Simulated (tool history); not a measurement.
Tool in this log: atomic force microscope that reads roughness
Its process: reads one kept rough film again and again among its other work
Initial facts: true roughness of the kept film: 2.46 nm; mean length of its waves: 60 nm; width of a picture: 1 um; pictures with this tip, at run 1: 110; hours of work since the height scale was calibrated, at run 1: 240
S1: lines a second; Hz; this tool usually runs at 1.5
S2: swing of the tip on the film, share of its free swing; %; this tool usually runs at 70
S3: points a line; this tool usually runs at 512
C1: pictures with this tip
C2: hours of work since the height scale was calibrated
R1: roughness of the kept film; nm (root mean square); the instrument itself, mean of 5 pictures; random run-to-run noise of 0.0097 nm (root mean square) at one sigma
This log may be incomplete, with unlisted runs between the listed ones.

| run | hour | S1 | S2 | S3 | C1 | C2 | R1 |
|---|---|---|---|---|---|---|---|
| 1 | 0 | 1.5 | 70 | 512 | 110 | 240 | 2.169 |
| 2 | 19.1 | 1.5 | 70 | 489 | 131 | 252 | 2.151 |
| 3 | 34.4 | 1.5 | 70 | 512 | 148 | 262 | 2.149 |
| 4 | 52.9 | 1.5 | 70 | 512 | 168 | 274 | 2.154 |
| 5 | 61.4 | 1.5 | 70 | 512 | 178 | 280 | 2.155 |
| 6 | 76.5 | 1.5 | 70 | 512 | 195 | 289 | 2.126 |
| 7 | 95.7 | 1.5 | 70 | 512 | 216 | 302 | 2.127 |
| 8 | 108.1 | 1.5 | 87 | 512 | 230 | 310 | 1.913 |
|  | 124.4 | new tip fitted |
| 9 | 124.4 | 0.81 | 87 | 512 | 0 | 320 | 2.155 |
| 10 | 134.8 | 1.5 | 84 | 512 | 12 | 326 | 2.021 |
| 11 | 150.6 | 1.5 | 70 | 512 | 29 | 337 | 2.189 |
| 12 | 162.5 | 1.5 | 64 | 512 | 42 | 344 | 2.244 |
| 13 | 178 | 1.5 | 64 | 512 | 60 | 354 | 2.229 |
| 14 | 192.5 | 1.5 | 64 | 512 | 76 | 363 | 2.23 |
| 15 | 200.6 | 1.5 | 64 | 512 | 85 | 369 | 2.211 |
| 16 | 210.8 | 1.5 | 64 | 512 | 96 | 375 | 2.215 |
| 17 | 229.4 | 1.5 | 64 | 512 | 117 | 387 | 2.213 |
|  | 231.7 | height scale calibrated on a step standard |
| 18 | 245.2 | 1.5 | 64 | 512 | 133 | 9 | 2.19 |
| 19 | 259.8 | 2.5 | 65 | 512 | 149 | 18 | 2.094 |
| 20 | 275.1 | 1.5 | 64 | 512 | 166 | 28 | 2.159 |
| 21 | 286.1 | 1.5 | 70 | 379 | 178 | 35 | 2.127 |
| 22 | 304.3 | 1.5 | 70 | 379 | 199 | 47 | 2.101 |
| 23 | 319.1 | 0.52 | 75 | 329 | 215 | 56 | 2.185 |
| 24 | 330 | 3.54 | 70 | 842 | 227 | 63 | 1.898 |
|  | 333.3 | height scale calibrated on a step standard, once more |
| 25 | 343.4 | 2.1 | 70 | 512 | 241 | 6 | 2.077 |
|  | 349.2 | new tip fitted |
| 26 | 355.1 | 0.72 | 70 | 512 | 6 | 14 | 2.321 |
| 27 | 366.3 | 1.5 | 55 | 560 | 19 | 21 | 2.33 |
| 28 | 377.8 | 1.5 | 55 | 313 | 32 | 28 | 2.319 |
| 29 | 392.2 | 1.26 | 80 | 283 | 47 | 38 | 2.128 |

Forecast each of these 3 alternatives for the next run:
| A | 408.2 | 1.5 | 63 | 512 | 65 | 48 | ? |
| B | 408.2 | 1.84 | 57 | 307 | 65 | 48 | ? |
| C | 408.2 | 1.39 | 70 | 314 | 65 | 48 | ? |

| run | R1 |
|---|---|
| A | 2.269 |
| B | 2.254 |
| C | 2.208 |
Stripped of hidden state, with their random variation kept, the same runs would have yielded:
| run | R1 |
|---|---|
| A | 2.297 |
| B | 2.282 |
| C | 2.235 |

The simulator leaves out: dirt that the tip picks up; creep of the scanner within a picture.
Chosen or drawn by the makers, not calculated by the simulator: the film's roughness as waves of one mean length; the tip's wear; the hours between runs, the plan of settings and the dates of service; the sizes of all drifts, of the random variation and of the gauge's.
